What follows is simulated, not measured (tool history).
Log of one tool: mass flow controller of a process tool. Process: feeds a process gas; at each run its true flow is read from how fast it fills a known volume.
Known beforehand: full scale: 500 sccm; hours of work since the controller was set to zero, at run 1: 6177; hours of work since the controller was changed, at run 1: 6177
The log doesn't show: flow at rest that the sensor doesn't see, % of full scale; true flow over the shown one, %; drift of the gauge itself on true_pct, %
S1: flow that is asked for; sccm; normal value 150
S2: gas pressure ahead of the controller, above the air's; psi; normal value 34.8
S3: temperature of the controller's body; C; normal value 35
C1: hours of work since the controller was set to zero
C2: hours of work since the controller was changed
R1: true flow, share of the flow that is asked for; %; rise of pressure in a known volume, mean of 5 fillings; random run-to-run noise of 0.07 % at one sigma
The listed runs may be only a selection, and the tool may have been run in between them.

run,hour,S1,S2,S3,C1,C2,R1
1,0.0,150,34.8,35,6177,6177,103.04
2,153.0,150,34.8,35,6275,6275,103.01
3,237.2,150,34.8,33,6329,6329,102.85
4,375.9,150,34.8,33,6418,6418,103.08
5,485.5,150,34.8,35,6488,6488,103.16
6,596.8,150,34.8,35,6560,6560,103.25
7,697.5,150,25.7,35,6624,6624,103.42
8,869.1,150,25.7,35,6735,6735,103.56
9,994.9,150,25.7,35,6815,6815,103.64
10,1097.2,141,26.1,31,6881,6881,103.57
11,1253.3,141,26.1,31,6981,6981,103.61
12,1418.0,141,26.1,35,7087,7087,104.05
13,1512.5,141,26.1,35,7148,7148,103.92
14,1645.9,264,34.8,32,7233,7233,102.56
# hour 1707.8: controller exchanged for a calibrated one
15,1788.6,121,29.9,24,52,52,97.91

Here are 3 independent what-if runs from the current tool condition. What would each one return?
A,1946.9,121,25.1,24,154,154,?
B,1946.9,187,34.8,35,154,154,?
C,1946.9,71,33.5,30,154,154,?

run,R1
A,98.12
B,98.70
C,97.89
Had the tool no hidden state, the same runs would have come out as:
run,R1
A,98.09
B,98.71
C,97.80
